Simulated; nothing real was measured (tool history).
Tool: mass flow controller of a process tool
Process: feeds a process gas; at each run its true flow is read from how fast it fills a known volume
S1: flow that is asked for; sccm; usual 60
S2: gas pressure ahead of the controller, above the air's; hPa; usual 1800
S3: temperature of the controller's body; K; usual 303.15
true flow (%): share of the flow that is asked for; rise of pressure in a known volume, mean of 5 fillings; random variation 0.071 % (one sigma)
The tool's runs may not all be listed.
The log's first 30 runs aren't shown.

{"run": 31, "day": 105.638, "S1": 48, "S2": 2420, "S3": 299.15, "true flow (%)": 101.1}
{"run": 32, "day": 109.783, "S1": 99, "S2": 2600, "S3": 303.15, "true flow (%)": 100.67}
{"run": 33, "day": 112.029, "S1": 99, "S2": 2600, "S3": 303.15, "true flow (%)": 100.66}
{"run": 34, "day": 114.758, "S1": 40, "S2": 1530, "S3": 295.15, "true flow (%)": 101.83}
{"run": 35, "day": 118.183, "S1": 40, "S2": 1530, "S3": 295.15, "true flow (%)": 101.71}
{"run": 36, "day": 122.771, "S1": 40, "S2": 1530, "S3": 295.15, "true flow (%)": 101.93}
{"run": 37, "day": 125.825, "S1": 94, "S2": 1800, "S3": 313.15, "true flow (%)": 102}
{"run": 38, "day": 130.504, "S1": 32, "S2": 1850, "S3": 310.15, "true flow (%)": 103.33}
{"run": 39, "day": 135.267, "S1": 60, "S2": 1800, "S3": 307.15, "true flow (%)": 102.16}
{"run": 40, "day": 137.417, "S1": 60, "S2": 2090, "S3": 300.15, "true flow (%)": 101.35}
{"run": 41, "day": 141.246, "S1": 60, "S2": 2090, "S3": 306.15, "true flow (%)": 101.74}
{"run": 42, "day": 144.779, "S1": 60, "S2": 1410, "S3": 310.15, "true flow (%)": 102.48}
{"run": 43, "day": 146.838, "S1": 45, "S2": 2290, "S3": 296.15, "true flow (%)": 101.49}
{"run": 44, "day": 151.317, "S1": 45, "S2": 2290, "S3": 296.15, "true flow (%)": 101.45}
{"run": 45, "day": 156.079, "S1": 45, "S2": 2290, "S3": 296.15, "true flow (%)": 101.51}
{"run": 46, "day": 159.904, "S1": 190, "S2": 2030, "S3": 303.15, "true flow (%)": 101.55}
{"run": 47, "day": 163.058, "S1": 190, "S2": 2030, "S3": 303.15, "true flow (%)": 101.41}
{"run": 48, "day": 165.329, "S1": 33, "S2": 2030, "S3": 302.15, "true flow (%)": 103.12}
{"run": 49, "day": 169.954, "S1": 33, "S2": 2030, "S3": 294.15, "true flow (%)": 102.48}

Forecast each of these 3 alternatives for the next run:
{"run": "A", "day": 171.942, "S1": 48, "S2": 2210, "S3": 297.15, "true flow (%)": "?"}
{"run": "B", "day": 171.942, "S1": 33, "S2": 1960, "S3": 294.15, "true flow (%)": "?"}
{"run": "C", "day": 171.942, "S1": 33, "S2": 2030, "S3": 295.15, "true flow (%)": "?"}

run=A true_flow_(%)=101.64
run=B true_flow_(%)=102.59
run=C true_flow_(%)=102.55
Without the tool's hidden state the same runs would have given:
run=A true_flow_(%)=98.6
run=B true_flow_(%)=98.46
run=C true_flow_(%)=98.42
